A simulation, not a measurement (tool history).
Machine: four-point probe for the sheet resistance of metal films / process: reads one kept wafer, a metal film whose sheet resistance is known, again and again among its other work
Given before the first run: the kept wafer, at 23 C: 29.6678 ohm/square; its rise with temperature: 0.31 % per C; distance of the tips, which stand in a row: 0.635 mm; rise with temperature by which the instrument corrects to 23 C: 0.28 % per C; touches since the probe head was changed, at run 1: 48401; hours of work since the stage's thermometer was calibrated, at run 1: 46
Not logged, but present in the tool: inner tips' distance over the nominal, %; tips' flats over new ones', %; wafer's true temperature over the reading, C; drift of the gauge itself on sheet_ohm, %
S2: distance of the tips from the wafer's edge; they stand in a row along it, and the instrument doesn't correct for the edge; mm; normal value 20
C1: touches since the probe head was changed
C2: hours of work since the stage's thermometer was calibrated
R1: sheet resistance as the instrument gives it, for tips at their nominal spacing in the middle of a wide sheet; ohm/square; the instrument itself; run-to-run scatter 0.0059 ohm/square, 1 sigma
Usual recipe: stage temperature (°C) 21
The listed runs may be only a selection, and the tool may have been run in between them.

Run 1, hour 0: usual settings; C1 48401; C2 46. Result: R1 29.590454 ohm/square.
Run 2, hour 61.8: usual settings; C1 49514; C2 80. Result: R1 29.584386 ohm/square.
Run 3, hour 148.3: usual settings; C1 51073; C2 126. Result: R1 29.58021 ohm/square.
Run 4, hour 220: usual settings; C1 52365; C2 165. Result: R1 29.587464 ohm/square.
Run 5, hour 339.2: usual settings; C1 54512; C2 229. Result: R1 29.593069 ohm/square.
Run 6, hour 402.4: usual settings; C1 55651; C2 263. Result: R1 29.593486 ohm/square.
Run 7, hour 466.5: usual settings but S2 13 mm; C1 56805; C2 297. Result: R1 29.610694 ohm/square.
Run 8, hour 544.5: usual settings but S2 12 mm; C1 58211; C2 339. Result: R1 29.628184 ohm/square.
Run 9, hour 626.4: usual settings but S2 55 mm; C1 59688; C2 383. Result: R1 29.580978 ohm/square.
Run 10, hour 709.2: usual settings; C1 61178; C2 428. Result: R1 29.593675 ohm/square.
Run 11, hour 797: usual settings; C1 62761; C2 475. Result: R1 29.59996 ohm/square.
Run 12, hour 895.9: usual settings; C1 64544; C2 528. Result: R1 29.605254 ohm/square.
Run 13, hour 1006.8: usual settings; C1 66542; C2 588. Result: R1 29.609564 ohm/square.
Run 14, hour 1061.4: usual settings; C1 67525; C2 617. Result: R1 29.599136 ohm/square.
Run 15, hour 1131.2: usual settings but stage temperature (°C) 29; C1 68783; C2 655. Result: R1 29.685908 ohm/square.
Run 16, hour 1186.3: usual settings; C1 69776; C2 685. Result: R1 29.601706 ohm/square.
Run 17, hour 1300: usual settings; C1 71824; C2 746. Result: R1 29.600965 ohm/square.
Run 18, hour 1418.3: usual settings; C1 73956; C2 810. Result: R1 29.603892 ohm/square.
Run 19, hour 1495.2: usual settings; C1 75342; C2 851. Result: R1 29.604884 ohm/square.
At hour 1504.1: stage's thermometer calibrated.
Run 20, hour 1601.8: usual settings; C1 77253; C2 53. Result: R1 29.616611 ohm/square.
Run 21, hour 1723.7: usual settings; C1 79449; C2 118. Result: R1 29.620436 ohm/square.
Run 22, hour 1822.9: usual settings; C1 81236; C2 172. Result: R1 29.621472 ohm/square.
Run 23, hour 1885.2: usual settings but stage temperature (°C) 27; C1 82359; C2 205. Result: R1 29.676381 ohm/square.
At hour 1955.2: stage's thermometer calibrated, once more.
Run 24, hour 1994.9: usual settings but stage temperature (°C) 22, S2 73 mm; C1 84327; C2 21. Result: R1 29.594567 ohm/square.
Run 25, hour 2065: usual settings but stage temperature (°C) 22, S2 73 mm; C1 85590; C2 59. Result: R1 29.591368 ohm/square.
Run 26, hour 2119.4: usual settings but stage temperature (°C) 22, S2 73 mm; C1 86569; C2 88. Result: R1 29.58565 ohm/square.
Run 27, hour 2185.6: usual settings but stage temperature (°C) 29, S2 9 mm; C1 87762; C2 124. Result: R1 29.726895 ohm/square.
Run 28, hour 2279.7: usual settings but stage temperature (°C) 28, S2 9 mm; C1 89458; C2 175. Result: R1 29.716125 ohm/square.
Run 29, hour 2409.9: usual settings but stage temperature (°C) 28, S2 9 mm; C1 91805; C2 245. Result: R1 29.712941 ohm/square.
Run 30, hour 2535.3: usual settings but stage temperature (°C) 28, S2 9 mm; C1 94064; C2 312. Result: R1 29.723527 ohm/square.
Run 31, hour 2658.4: usual settings but stage temperature (°C) 28, S2 9 mm; C1 96281; C2 378. Result: R1 29.724658 ohm/square.
Run 32, hour 2773.7: usual settings but stage temperature (°C) 30, S2 30 mm; C1 98359; C2 441. Result: R1 29.672164 ohm/square.
Run 33, hour 2890.7: usual settings but stage temperature (°C) 20, S2 30 mm; C1 100468; C2 503. Result: R1 29.590227 ohm/square.
Run 34, hour 3008.8: usual settings but stage temperature (°C) 24, S2 19 mm; C1 102594; C2 567. Result: R1 29.637138 ohm/square.
Run 35, hour 3120.1: usual settings but stage temperature (°C) 32; C1 104600; C2 627. Result: R1 29.710065 ohm/square.
Run 36, hour 3230.8: usual settings but stage temperature (°C) 26, S2 4 mm; C1 106595; C2 687. Result: R1 30.045538 ohm/square.
Run 37, hour 3358.8: usual settings but stage temperature (°C) 25, S2 3 mm; C1 108901; C2 755. Result: R1 30.329593 ohm/square.
Run 38, hour 3467.8: usual settings but stage temperature (°C) 25, S2 3 mm; C1 110865; C2 814. Result: R1 30.349385 ohm/square.
Run 39, hour 3523.1: usual settings but stage temperature (°C) 26, S2 9 mm; C1 111861; C2 844. Result: R1 29.731631 ohm/square.
Run 40, hour 3628.5: usual settings but stage temperature (°C) 22, S2 5 mm; C1 113760; C2 900. Result: R1 29.865222 ohm/square.
Run 41, hour 3759.3: usual settings but stage temperature (°C) 22, S2 5 mm; C1 116117; C2 971. Result: R1 29.874831 ohm/square.
Run 42, hour 3862.7: usual settings but stage temperature (°C) 28, S2 7 mm; C1 117981; C2 1027. Result: R1 29.797334 ohm/square.
Run 43, hour 3936.4: usual settings but stage temperature (°C) 22, S2 15 mm; C1 119309; C2 1066. Result: R1 29.652431 ohm/square.
Run 44, hour 4068.3: usual settings but stage temperature (°C) 19, S2 72 mm; C1 121685; C2 1137. Result: R1 29.591402 ohm/square.

Below are 4 alternative next runs, each starting from the tool's condition after run 44. Predict each:
Run A, hour 4152.7: usual settings but stage temperature (°C) 24, S2 72 mm; C1 123206; C2 1183. Result: R1 ?.
Run B, hour 4152.7: usual settings but stage temperature (°C) 18, S2 17 mm; C1 123206; C2 1183. Result: R1 ?.
Run C, hour 4152.7: usual settings but stage temperature (°C) 19, S2 8 mm; C1 123206; C2 1183. Result: R1 ?.
Run D, hour 4152.7: usual settings but stage temperature (°C) 19, S2 3 mm; C1 123206; C2 1183. Result: R1 ?.

run         R1
  A  29.646948
  B  29.608868
  C  29.704021
  D  30.300468
With no hidden state in the tool, these same runs would have given:
run         R1
  A  29.679085
  B  29.640705
  C  29.735995
  D  30.333008

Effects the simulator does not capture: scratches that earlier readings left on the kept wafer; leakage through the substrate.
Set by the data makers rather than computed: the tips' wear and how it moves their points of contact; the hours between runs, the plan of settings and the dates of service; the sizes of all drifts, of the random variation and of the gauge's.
